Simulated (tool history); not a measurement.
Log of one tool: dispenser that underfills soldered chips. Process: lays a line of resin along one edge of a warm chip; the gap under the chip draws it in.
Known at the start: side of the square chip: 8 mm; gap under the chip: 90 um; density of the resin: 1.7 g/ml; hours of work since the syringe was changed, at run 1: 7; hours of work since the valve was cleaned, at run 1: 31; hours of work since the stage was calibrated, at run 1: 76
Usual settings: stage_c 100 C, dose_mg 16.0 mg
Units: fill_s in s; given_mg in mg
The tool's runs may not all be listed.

| run | day | stage_c | dose_mg | hours of work since the syringe was changed | hours of work since the valve was cleaned | hours of work since the stage was calibrated | fill_s | given_mg |
|---|---|---|---|---|---|---|---|---|
| 1 | 0.000 | 100 | 16.0 | 7 | 31 | 76 | 67.6 | 15.68 |
| 2 | 0.117 | 100 | 16.0 | 9 | 32 | 78 | 78.0 | 15.56 |
|  | 0.183 | new syringe of resin |
| 3 | 0.275 | 100 | 16.0 | 1 | 34 | 80 | 42.0 | 15.40 |
| 4 | 0.379 | 100 | 16.0 | 3 | 36 | 82 | 47.8 | 15.25 |
| 5 | 0.538 | 100 | 16.0 | 5 | 38 | 84 | 59.3 | 15.41 |
| 6 | 0.717 | 100 | 16.0 | 8 | 41 | 87 | 71.1 | 15.47 |
| 7 | 0.817 | 100 | 16.0 | 9 | 42 | 88 | 80.2 | 15.43 |
|  | 0.858 | new syringe of resin |
| 8 | 0.996 | 100 | 16.0 | 2 | 45 | 91 | 44.9 | 15.38 |
| 9 | 1.104 | 100 | 16.0 | 4 | 46 | 92 | 50.8 | 15.24 |
|  | 1.196 | dispensing valve cleaned and set on the balance |
| 10 | 1.275 | 100 | 16.0 | 5 | 1 | 94 | 58.5 | 16.01 |
| 11 | 1.429 | 100 | 16.0 | 8 | 3 | 96 | 68.1 | 15.80 |
|  | 1.558 | new syringe of resin |
| 12 | 1.596 | 100 | 16.0 | 1 | 6 | 98 | 40.6 | 15.89 |
| 13 | 1.712 | 100 | 18.6 | 2 | 7 | 100 | 45.9 | 18.51 |
| 14 | 1.867 | 100 | 18.6 | 4 | 10 | 102 | 55.2 | 18.38 |
| 15 | 1.950 | 100 | 20.5 | 6 | 11 | 104 | 61.3 | 20.19 |
| 16 | 2.100 | 111 | 15.0 | 8 | 13 | 106 | 52.7 | 14.91 |
| 17 | 2.183 | 111 | 15.0 | 9 | 14 | 107 | 58.5 | 14.79 |
|  | 2.238 | new syringe of resin |
| 18 | 2.338 | 107 | 16.0 | 1 | 16 | 109 | 33.9 | 15.75 |
| 19 | 2.488 | 107 | 16.0 | 4 | 18 | 111 | 41.8 | 15.75 |
| 20 | 2.662 | 96 | 15.2 | 6 | 21 | 114 | 71.5 | 14.95 |
| 21 | 2.808 | 90 | 14.3 | 8 | 23 | 116 | 103.1 | 14.06 |
|  | 2.900 | new syringe of resin |
| 22 | 2.900 | 99 | 17.9 | 0 | 24 | 117 | 38.6 | 17.40 |
| 23 | 3.079 | 99 | 17.9 | 3 | 27 | 120 | 47.7 | 17.49 |
| 24 | 3.204 | 104 | 19.3 | 4 | 29 | 121 | 46.2 | 18.66 |
| 25 | 3.375 | 104 | 14.2 | 7 | 31 | 124 | 59.7 | 13.73 |
| 26 | 3.521 | 113 | 15.0 | 9 | 33 | 126 | 52.6 | 14.71 |
|  | 3.562 | new syringe of resin |
| 27 | 3.704 | 101 | 15.3 | 2 | 36 | 128 | 42.8 | 14.77 |
| 28 | 3.812 | 111 | 19.9 | 4 | 37 | 130 | 35.4 | 19.06 |
| 29 | 3.996 | 101 | 13.7 | 6 | 40 | 133 | 61.1 | 13.13 |

Forecast each of these 3 alternatives for the next run:
| A | 4.154 | 109 | 16.2 | 9 | 42 | 135 | ? | ? |
| B | 4.154 | 112 | 13.8 | 9 | 42 | 135 | ? | ? |
| C | 4.154 | 106 | 20.5 | 9 | 42 | 135 | ? | ? |

| run | fill_s | given_mg |
|---|---|---|
| A | 56.5 | 15.61 |
| B | 53.4 | 13.28 |
| C | 62.2 | 19.65 |
Without the tool's hidden state the same runs would have given:
| run | fill_s | given_mg |
|---|---|---|
| A | 29.5 | 16.27 |
| B | 27.8 | 13.84 |
| C | 32.6 | 20.49 |
